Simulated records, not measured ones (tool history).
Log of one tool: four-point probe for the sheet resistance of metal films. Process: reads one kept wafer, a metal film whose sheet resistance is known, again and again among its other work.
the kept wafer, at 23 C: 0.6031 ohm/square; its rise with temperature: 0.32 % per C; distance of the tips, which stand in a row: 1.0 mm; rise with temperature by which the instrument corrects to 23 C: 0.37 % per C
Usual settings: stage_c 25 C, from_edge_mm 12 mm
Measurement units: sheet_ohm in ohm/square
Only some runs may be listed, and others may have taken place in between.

| run | hour | stage_c | from_edge_mm | sheet_ohm |
|---|---|---|---|---|
| 1 | 0 | 25 | 12 | 0.600309 |
| 2 | 30.5 | 25 | 12 | 0.600003 |
| 3 | 44.3 | 25 | 12 | 0.599886 |
| 4 | 70.3 | 25 | 12 | 0.59993 |
| 5 | 96.7 | 25 | 12 | 0.599769 |
| 6 | 109.8 | 25 | 12 | 0.599707 |
| 7 | 126.1 | 25 | 12 | 0.59985 |
| 8 | 140.5 | 25 | 12 | 0.599887 |
| 9 | 153.4 | 25 | 12 | 0.599623 |
| 10 | 166.6 | 25 | 12 | 0.599722 |
| 11 | 182.1 | 25 | 12 | 0.59962 |
| 12 | 198.2 | 25 | 12 | 0.599767 |
| 13 | 220.8 | 25 | 12 | 0.599421 |
| 14 | 244.5 | 25 | 6 | 0.606273 |
| 15 | 264.8 | 25 | 6 | 0.605947 |
| 16 | 291.1 | 25 | 12 | 0.599564 |
| 17 | 307.6 | 29 | 12 | 0.598265 |
| 18 | 336.7 | 23 | 12 | 0.599722 |
| 19 | 357.1 | 25 | 12 | 0.599276 |
| 20 | 376.9 | 25 | 57 | 0.597056 |
| 21 | 395 | 25 | 57 | 0.596909 |
| 22 | 420.8 | 25 | 23 | 0.597473 |
| 23 | 445.8 | 24 | 12 | 0.598994 |
| 24 | 473.2 | 28 | 12 | 0.598017 |
| 25 | 500.5 | 25 | 11 | 0.599101 |
| 26 | 525 | 25 | 11 | 0.598962 |
| 27 | 546.9 | 20 | 7 | 0.60419 |
| 28 | 574.1 | 20 | 7 | 0.60431 |
| 29 | 600.3 | 32 | 12 | 0.596507 |
| 30 | 613.6 | 29 | 18 | 0.596024 |
| 31 | 627.9 | 21 | 49 | 0.597465 |
| 32 | 656.6 | 32 | 12 | 0.596372 |
| 33 | 670.9 | 20 | 11 | 0.600236 |
| 34 | 683.9 | 26 | 17 | 0.596818 |
| 35 | 707 | 19 | 14 | 0.599137 |
| 36 | 719.3 | 27 | 12 | 0.59763 |
| 37 | 742.9 | 29 | 35 | 0.595045 |
| 38 | 757.2 | 24 | 23 | 0.596447 |
| 39 | 785.8 | 24 | 23 | 0.596681 |
| 40 | 816.2 | 31 | 12 | 0.59616 |
| 41 | 844.5 | 28 | 34 | 0.595073 |
| 42 | 856.9 | 28 | 34 | 0.594969 |
| 43 | 873.1 | 28 | 34 | 0.595024 |
| 44 | 895.6 | 28 | 34 | 0.595202 |
| 45 | 923 | 28 | 34 | 0.594727 |

What if the next run were any one of these 3? Each begins from the tool's condition after run 45:
|  | 929.9 | stage's thermometer calibrated |
| A | 942.5 | 18 | 43 | ? |
|  | 929.9 | stage's thermometer calibrated |
| B | 942.5 | 19 | 12 | ? |
|  | 929.9 | stage's thermometer calibrated |
| C | 942.5 | 20 | 6 | ? |

| run | sheet_ohm |
|---|---|
| A | 0.598832 |
| B | 0.600973 |
| C | 0.606897 |
What these runs would have given with no unlogged condition in the tool:
| run | sheet_ohm |
|---|---|
| A | 0.604523 |
| B | 0.606683 |
| C | 0.612659 |

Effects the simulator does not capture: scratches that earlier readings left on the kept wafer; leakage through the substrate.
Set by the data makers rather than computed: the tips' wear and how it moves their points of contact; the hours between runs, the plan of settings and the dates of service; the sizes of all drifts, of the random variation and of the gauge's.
